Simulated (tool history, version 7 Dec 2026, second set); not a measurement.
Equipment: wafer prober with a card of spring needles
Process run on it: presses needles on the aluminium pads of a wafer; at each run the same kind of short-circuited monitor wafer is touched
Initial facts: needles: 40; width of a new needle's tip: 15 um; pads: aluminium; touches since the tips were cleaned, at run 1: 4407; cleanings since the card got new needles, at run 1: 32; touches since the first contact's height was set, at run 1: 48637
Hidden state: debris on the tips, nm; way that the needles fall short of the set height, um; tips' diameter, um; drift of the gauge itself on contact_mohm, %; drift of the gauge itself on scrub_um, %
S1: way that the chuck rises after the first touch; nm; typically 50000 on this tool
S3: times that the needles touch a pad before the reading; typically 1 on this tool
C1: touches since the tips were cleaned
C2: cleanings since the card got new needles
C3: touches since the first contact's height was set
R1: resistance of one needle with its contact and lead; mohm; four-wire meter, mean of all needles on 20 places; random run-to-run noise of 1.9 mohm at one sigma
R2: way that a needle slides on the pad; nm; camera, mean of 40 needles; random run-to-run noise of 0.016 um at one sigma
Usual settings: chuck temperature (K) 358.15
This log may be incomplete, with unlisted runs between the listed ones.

{"run": 1, "hour": 0.0, "S1": 50000, "chuck temperature (K)": 358.15, "S3": 1, "C1": 4407, "C2": 32, "C3": 48637, "R1": 267, "R2": 8060}
{"hour": 11.6, "done": "tips cleaned on abrasive film"}
{"run": 2, "hour": 19.7, "S1": 50000, "chuck temperature (K)": 358.15, "S3": 1, "C1": 4065, "C2": 33, "C3": 58465, "R1": 268, "R2": 8030}
{"hour": 29.4, "done": "tips cleaned on abrasive film"}
{"run": 3, "hour": 35.4, "S1": 50000, "chuck temperature (K)": 358.15, "S3": 1, "C1": 3013, "C2": 34, "C3": 66269, "R1": 265, "R2": 8040}
{"hour": 49.2, "done": "tips cleaned on abrasive film"}
{"run": 4, "hour": 58.9, "S1": 50000, "chuck temperature (K)": 358.15, "S3": 1, "C1": 4865, "C2": 35, "C3": 77977, "R1": 271, "R2": 8010}
{"hour": 68.4, "done": "tips cleaned on abrasive film"}
{"run": 5, "hour": 75.9, "S1": 50000, "chuck temperature (K)": 358.15, "S3": 2, "C1": 3765, "C2": 36, "C3": 86424, "R1": 241, "R2": 8040}
{"hour": 88.7, "done": "tips cleaned on abrasive film"}
{"hour": 108.2, "done": "tips cleaned on abrasive film"}
{"run": 6, "hour": 111.2, "S1": 50000, "chuck temperature (K)": 358.15, "S3": 2, "C1": 1467, "C2": 38, "C3": 103967, "R1": 229, "R2": 8030}
{"hour": 126.2, "done": "tips cleaned on abrasive film"}
{"run": 7, "hour": 141.4, "S1": 50000, "chuck temperature (K)": 358.15, "S3": 2, "C1": 7581, "C2": 39, "C3": 119019, "R1": 248, "R2": 8000}
{"hour": 145.0, "done": "tips cleaned on abrasive film"}
{"hour": 165.2, "done": "tips cleaned on abrasive film"}
{"hour": 165.5, "done": "height of the first contact set anew"}
{"run": 8, "hour": 166.7, "S1": 50000, "chuck temperature (K)": 307.15, "S3": 2, "C1": 594, "C2": 41, "C3": 594, "R1": 210, "R2": 8100}
{"hour": 185.3, "done": "tips cleaned on abrasive film"}
{"run": 9, "hour": 202.3, "S1": 50000, "chuck temperature (K)": 307.15, "S3": 2, "C1": 8507, "C2": 42, "C3": 18366, "R1": 238, "R2": 8090}
{"hour": 204.1, "done": "tips cleaned on abrasive film"}
{"hour": 222.5, "done": "tips cleaned on abrasive film"}
{"run": 10, "hour": 235.0, "S1": 50000, "chuck temperature (K)": 307.15, "S3": 2, "C1": 6261, "C2": 44, "C3": 34628, "R1": 240, "R2": 8100}
{"hour": 241.5, "done": "tips cleaned on abrasive film"}
{"run": 11, "hour": 255.6, "S1": 50000, "chuck temperature (K)": 358.15, "S3": 3, "C1": 7062, "C2": 45, "C3": 44905, "R1": 226, "R2": 8050}
{"hour": 260.2, "done": "tips cleaned on abrasive film"}
{"run": 12, "hour": 276.8, "S1": 59000, "chuck temperature (K)": 358.15, "S3": 3, "C1": 8295, "C2": 46, "C3": 55425, "R1": 221, "R2": 9490}
{"hour": 279.4, "done": "tips cleaned on abrasive film"}
{"hour": 297.5, "done": "tips cleaned on abrasive film"}
{"run": 13, "hour": 301.4, "S1": 65000, "chuck temperature (K)": 358.15, "S3": 3, "C1": 1951, "C2": 48, "C3": 67679, "R1": 216, "R2": 10440}
{"hour": 315.9, "done": "tips cleaned on abrasive film"}
{"run": 14, "hour": 325.7, "S1": 65000, "chuck temperature (K)": 358.15, "S3": 3, "C1": 4870, "C2": 49, "C3": 79742, "R1": 216, "R2": 10460}
{"hour": 334.0, "done": "tips cleaned on abrasive film"}
{"hour": 354.7, "done": "tips cleaned on abrasive film"}
{"run": 15, "hour": 356.7, "S1": 65000, "chuck temperature (K)": 358.15, "S3": 3, "C1": 1038, "C2": 51, "C3": 95201, "R1": 208, "R2": 10480}
{"hour": 373.5, "done": "tips cleaned on abrasive film"}
{"run": 16, "hour": 374.5, "S1": 50000, "chuck temperature (K)": 354.15, "S3": 1, "C1": 470, "C2": 52, "C3": 104019, "R1": 228, "R2": 7980}
{"hour": 391.5, "done": "tips cleaned on abrasive film"}
{"run": 17, "hour": 395.4, "S1": 39000, "chuck temperature (K)": 391.15, "S3": 1, "C1": 1954, "C2": 53, "C3": 114466, "R1": 296, "R2": 6210}
{"hour": 411.1, "done": "tips cleaned on abrasive film"}
{"run": 18, "hour": 419.6, "S1": 39000, "chuck temperature (K)": 391.15, "S3": 1, "C1": 4252, "C2": 54, "C3": 126494, "R1": 315, "R2": 6210}
{"hour": 428.3, "done": "height of the first contact set anew"}
{"hour": 430.7, "done": "tips cleaned on abrasive film"}
{"run": 19, "hour": 443.6, "S1": 39000, "chuck temperature (K)": 391.15, "S3": 1, "C1": 6457, "C2": 55, "C3": 7611, "R1": 315, "R2": 6320}
{"hour": 450.7, "done": "tips cleaned on abrasive film"}
{"run": 20, "hour": 464.1, "S1": 69000, "chuck temperature (K)": 391.15, "S3": 2, "C1": 6717, "C2": 56, "C3": 17801, "R1": 233, "R2": 11120}
{"hour": 469.7, "done": "tips cleaned on abrasive film"}
{"run": 21, "hour": 485.6, "S1": 50000, "chuck temperature (K)": 354.15, "S3": 2, "C1": 7967, "C2": 57, "C3": 28491, "R1": 246, "R2": 8100}
{"hour": 488.0, "done": "tips cleaned on abrasive film"}
{"hour": 508.2, "done": "tips cleaned on abrasive film"}
{"run": 22, "hour": 522.3, "S1": 38000, "chuck temperature (K)": 353.15, "S3": 2, "C1": 7028, "C2": 59, "C3": 46762, "R1": 280, "R2": 6100}
{"hour": 527.7, "done": "tips cleaned on abrasive film"}
{"hour": 546.8, "done": "tips cleaned on abrasive film"}
{"run": 23, "hour": 551.3, "S1": 38000, "chuck temperature (K)": 353.15, "S3": 2, "C1": 2228, "C2": 61, "C3": 61174, "R1": 266, "R2": 6100}
{"hour": 565.9, "done": "tips cleaned on abrasive film"}
{"run": 24, "hour": 581.4, "S1": 54000, "chuck temperature (K)": 353.15, "S3": 2, "C1": 7736, "C2": 62, "C3": 76178, "R1": 241, "R2": 8670}
{"hour": 584.7, "done": "tips cleaned on abrasive film"}
{"hour": 603.5, "done": "tips cleaned on abrasive film"}
{"run": 25, "hour": 613.1, "S1": 54000, "chuck temperature (K)": 353.15, "S3": 2, "C1": 4812, "C2": 64, "C3": 91944, "R1": 241, "R2": 8650}
{"hour": 623.2, "done": "tips cleaned on abrasive film"}
{"run": 26, "hour": 639.1, "S1": 54000, "chuck temperature (K)": 353.15, "S3": 2, "C1": 7937, "C2": 65, "C3": 104920, "R1": 244, "R2": 8670}
{"hour": 641.9, "done": "tips cleaned on abrasive film"}
{"run": 27, "hour": 654.8, "S1": 69000, "chuck temperature (K)": 310.15, "S3": 3, "C1": 6471, "C2": 66, "C3": 112740, "R1": 202, "R2": 11040}
{"hour": 662.0, "done": "tips cleaned on abrasive film"}
{"hour": 679.9, "done": "tips cleaned on abrasive film"}
{"run": 28, "hour": 687.5, "S1": 69000, "chuck temperature (K)": 310.15, "S3": 3, "C1": 3830, "C2": 68, "C3": 129004, "R1": 211, "R2": 11060}
{"hour": 691.9, "done": "height of the first contact set anew"}
{"hour": 700.4, "done": "tips cleaned on abrasive film"}
{"run": 29, "hour": 712.3, "S1": 69000, "chuck temperature (K)": 310.15, "S3": 3, "C1": 5973, "C2": 69, "C3": 10192, "R1": 207, "R2": 11190}
{"hour": 720.1, "done": "tips cleaned on abrasive film"}
{"hour": 738.8, "done": "tips cleaned on abrasive film"}
{"run": 30, "hour": 748.7, "S1": 69000, "chuck temperature (K)": 310.15, "S3": 3, "C1": 4979, "C2": 71, "C3": 28312, "R1": 210, "R2": 11170}

Each row is a separate what-if for the run after 30, all from the same tool condition, not one after another. Results?
{"hour": 757.3, "done": "tips cleaned on abrasive film"}
{"run": "A", "hour": 767.5, "S1": 64000, "chuck temperature (K)": 299.15, "S3": 3, "C1": 5075, "C2": 72, "C3": 37639, "R1": "?", "R2": "?"}
{"hour": 757.3, "done": "tips cleaned on abrasive film"}
{"run": "B", "hour": 767.5, "S1": 68000, "chuck temperature (K)": 317.15, "S3": 1, "C1": 5075, "C2": 72, "C3": 37639, "R1": "?", "R2": "?"}
{"hour": 757.3, "done": "tips cleaned on abrasive film"}
{"run": "C", "hour": 767.5, "S1": 69000, "chuck temperature (K)": 310.15, "S3": 2, "C1": 5075, "C2": 72, "C3": 37639, "R1": "?", "R2": "?"}

run=A R1=210 R2=10320
run=B R1=236 R2=10970
run=C R1=214 R2=11130
Without the tool's unlogged condition, the same runs would have read:
run=A R1=190 R2=10360
run=B R1=189 R2=11010
run=C R1=186 R2=11170
